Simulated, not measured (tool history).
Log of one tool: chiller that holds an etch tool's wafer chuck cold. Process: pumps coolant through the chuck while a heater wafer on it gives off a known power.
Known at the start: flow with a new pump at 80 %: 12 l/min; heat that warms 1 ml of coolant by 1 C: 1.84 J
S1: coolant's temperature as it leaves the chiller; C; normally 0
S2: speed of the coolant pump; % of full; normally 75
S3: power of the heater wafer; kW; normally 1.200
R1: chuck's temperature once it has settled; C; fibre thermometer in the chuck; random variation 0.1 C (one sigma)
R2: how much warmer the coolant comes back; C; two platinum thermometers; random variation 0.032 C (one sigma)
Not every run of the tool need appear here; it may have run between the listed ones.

{"run": 1, "day": 0.0, "S1": 0, "S2": 75, "S3": 1.2, "R1": 10.4, "R2": 3.51}
{"run": 2, "day": 1.183, "S1": 0, "S2": 75, "S3": 1.2, "R1": 10.5, "R2": 3.46}
{"run": 3, "day": 2.508, "S1": 0, "S2": 91, "S3": 1.2, "R1": 8.8, "R2": 2.76}
{"run": 4, "day": 3.558, "S1": 0, "S2": 89, "S3": 1.2, "R1": 8.9, "R2": 2.89}
{"run": 5, "day": 4.208, "S1": 0, "S2": 89, "S3": 1.2, "R1": 8.8, "R2": 2.88}
{"run": 6, "day": 5.196, "S1": 0, "S2": 75, "S3": 1.2, "R1": 10.4, "R2": 3.44}
{"run": 7, "day": 5.958, "S1": 0, "S2": 75, "S3": 1.2, "R1": 10.5, "R2": 3.54}
{"run": 8, "day": 6.529, "S1": 0, "S2": 75, "S3": 1.2, "R1": 10.7, "R2": 3.5}
{"run": 9, "day": 7.538, "S1": 0, "S2": 75, "S3": 1.2, "R1": 10.4, "R2": 3.54}
{"run": 10, "day": 8.833, "S1": 0, "S2": 75, "S3": 1.2, "R1": 10.3, "R2": 3.54}
{"run": 11, "day": 9.738, "S1": 0, "S2": 75, "S3": 1.2, "R1": 10.6, "R2": 3.53}
{"run": 12, "day": 10.479, "S1": 0, "S2": 75, "S3": 1.2, "R1": 10.6, "R2": 3.48}
{"run": 13, "day": 11.225, "S1": 0, "S2": 75, "S3": 1.2, "R1": 10.4, "R2": 3.51}
{"run": 14, "day": 11.879, "S1": 0, "S2": 75, "S3": 1.2, "R1": 10.4, "R2": 3.54}
{"run": 15, "day": 12.871, "S1": 0, "S2": 75, "S3": 1.2, "R1": 10.4, "R2": 3.52}
{"run": 16, "day": 14.062, "S1": 3, "S2": 75, "S3": 1.2, "R1": 13.4, "R2": 3.54}
{"run": 17, "day": 15.017, "S1": 3, "S2": 75, "S3": 1.2, "R1": 13.7, "R2": 3.49}
{"run": 18, "day": 15.792, "S1": 10, "S2": 62, "S3": 1.2, "R1": 22.7, "R2": 4.36}
{"run": 19, "day": 16.921, "S1": -8, "S2": 90, "S3": 1.2, "R1": 0.9, "R2": 2.82}
{"run": 20, "day": 18.2, "S1": 0, "S2": 69, "S3": 0.958, "R1": 9.3, "R2": 3.11}
{"run": 21, "day": 19.383, "S1": 0, "S2": 99, "S3": 0.958, "R1": 6.5, "R2": 1.99}
{"run": 22, "day": 20.312, "S1": 3, "S2": 93, "S3": 1.462, "R1": 13.5, "R2": 3.37}
{"run": 23, "day": 21.604, "S1": -7, "S2": 85, "S3": 1.56, "R1": 5.2, "R2": 3.92}
{"run": 24, "day": 22.292, "S1": -7, "S2": 67, "S3": 0.887, "R1": 1.6, "R2": 2.93}
{"run": 25, "day": 23.196, "S1": 8, "S2": 66, "S3": 0.993, "R1": 17.9, "R2": 3.37}
{"run": 26, "day": 24.096, "S1": 0, "S2": 75, "S3": 0.676, "R1": 5.9, "R2": 2.0}

Run 27 is up next; what results do you expect?
{"run": 27, "day": 25.25, "S1": 0, "S2": 68, "S3": 0.891, "R1": "?", "R2": "?"}

{"run 27": {"R1": 8.5, "R2": 2.93}}
If the tool had no hidden condition, the same run with the same run-to-run variation would have returned R1 8.1 C, R2 2.93 C.
